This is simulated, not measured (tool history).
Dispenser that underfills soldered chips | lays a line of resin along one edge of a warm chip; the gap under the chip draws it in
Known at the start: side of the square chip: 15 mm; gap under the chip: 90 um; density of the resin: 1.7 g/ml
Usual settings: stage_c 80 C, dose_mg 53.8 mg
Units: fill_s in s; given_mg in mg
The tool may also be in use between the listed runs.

run   hour  stage_c  dose_mg  fill_s  given_mg
  1      0       80     53.8   193.8     52.33
         4  -- new syringe of resin
      12.9  -- new syringe of resin
  2     14       80     53.8   170.9     52.46
      21.1  -- new syringe of resin
  3   21.1       80     53.8   161.9     51.76
  4     28       80       58   200.7     55.63
      29.7  -- new syringe of resin
        38  -- new syringe of resin
  5   39.9       80       58   169.2     55.33
      46.6  -- new syringe of resin
  6     51       89     53.8   130.9      50.9
      54.8  -- new syringe of resin
  7   59.9       89     53.8   134.4     50.94
      63.5  -- new syringe of resin
  8   70.7       89     53.8   142.7     50.32
      71.7  -- new syringe of resin
      79.3  -- dispensing valve cleaned and set on the balance
  9   80.3       71     53.8   314.9      53.9
      81.2  -- new syringe of resin
 10   87.1       80     53.8   201.4     53.71
      89.4  -- new syringe of resin
      97.6  -- new syringe of resin
 11   97.6       80     53.8   165.1     53.02
 12  104.7       80     53.8   209.2     52.94
     106.4  -- new syringe of resin
     114.5  -- new syringe of resin
 13  116.7       80     51.4   178.3      50.2
     123.3  -- new syringe of resin
 14  129.1       80     51.4   200.7     49.92
     131.5  -- new syringe of resin
 15  136.3       80     51.4   199.5     49.61
     140.1  -- new syringe of resin
 16  143.7       80     51.4   190.7      49.6
     148.5  -- new syringe of resin
     157.8  -- new syringe of resin
 17    158       80     51.4   169.2      49.1
     166.4  -- new syringe of resin
 18  172.4       73     46.8     286     44.22
     174.9  -- new syringe of resin
 19  180.1       74     53.9   260.4     50.87
     183.1  -- new syringe of resin
     192.3  -- new syringe of resin
 20  195.8       74     53.9   250.8     50.08
     200.2  -- dispensing valve cleaned and set on the balance
     201.5  -- new syringe of resin
 21  206.1       74     59.1   248.1     59.35
     210.1  -- new syringe of resin
     218.3  -- new syringe of resin
 22  218.9       85     57.1   137.9     56.31
     226.6  -- new syringe of resin
 23  229.6       83     58.9   161.3     57.61
     235.3  -- new syringe of resin
 24  239.4       72     58.9   272.9     57.75
     243.7  -- new syringe of resin
     251.8  -- new syringe of resin
 25  254.3       67       47   342.9     45.64
       260  -- new syringe of resin
 26  265.9       67       47   373.2     45.33
     268.4  -- new syringe of resin
 27  275.5       66     62.6   399.7     59.62
     276.9  -- new syringe of resin
     286.2  -- new syringe of resin
 28  290.7       74     50.2   256.8     47.51
     294.8  -- new syringe of resin
     303.8  -- new syringe of resin
 29  305.1       86     62.5   134.2     58.25
       312  -- new syringe of resin
 30  312.6       84     61.4   147.1     57.03
     320.2  -- new syringe of resin
     321.9  -- dispensing valve cleaned and set on the balance
 31    322       74     68.3   221.1     68.81
     329.4  -- new syringe of resin
 32  334.1       74     68.3   255.4      67.9
     338.1  -- new syringe of resin
 33  342.7       69     53.8   326.7     53.43

4 ways to go on from here, each from the tool as it stands after run 33. What would each give?
     346.4  -- new syringe of resin
  A  351.8       73     50.7       ?         ?
     346.4  -- new syringe of resin
  B  351.8       66     45.7       ?         ?
     346.4  -- new syringe of resin
  C  351.8       84     55.7       ?         ?
     346.4  -- new syringe of resin
  D  351.8       69     53.8       ?         ?

run  fill_s  given_mg
  A   284.4     49.87
  B   394.9     44.87
  C   171.4     54.85
  D   335.3     52.92
Without the tool's hidden state the same runs would have given:
run  fill_s  given_mg
  A   223.4     50.73
  B   308.6     45.64
  C   135.3     55.79
  D   263.1     53.84

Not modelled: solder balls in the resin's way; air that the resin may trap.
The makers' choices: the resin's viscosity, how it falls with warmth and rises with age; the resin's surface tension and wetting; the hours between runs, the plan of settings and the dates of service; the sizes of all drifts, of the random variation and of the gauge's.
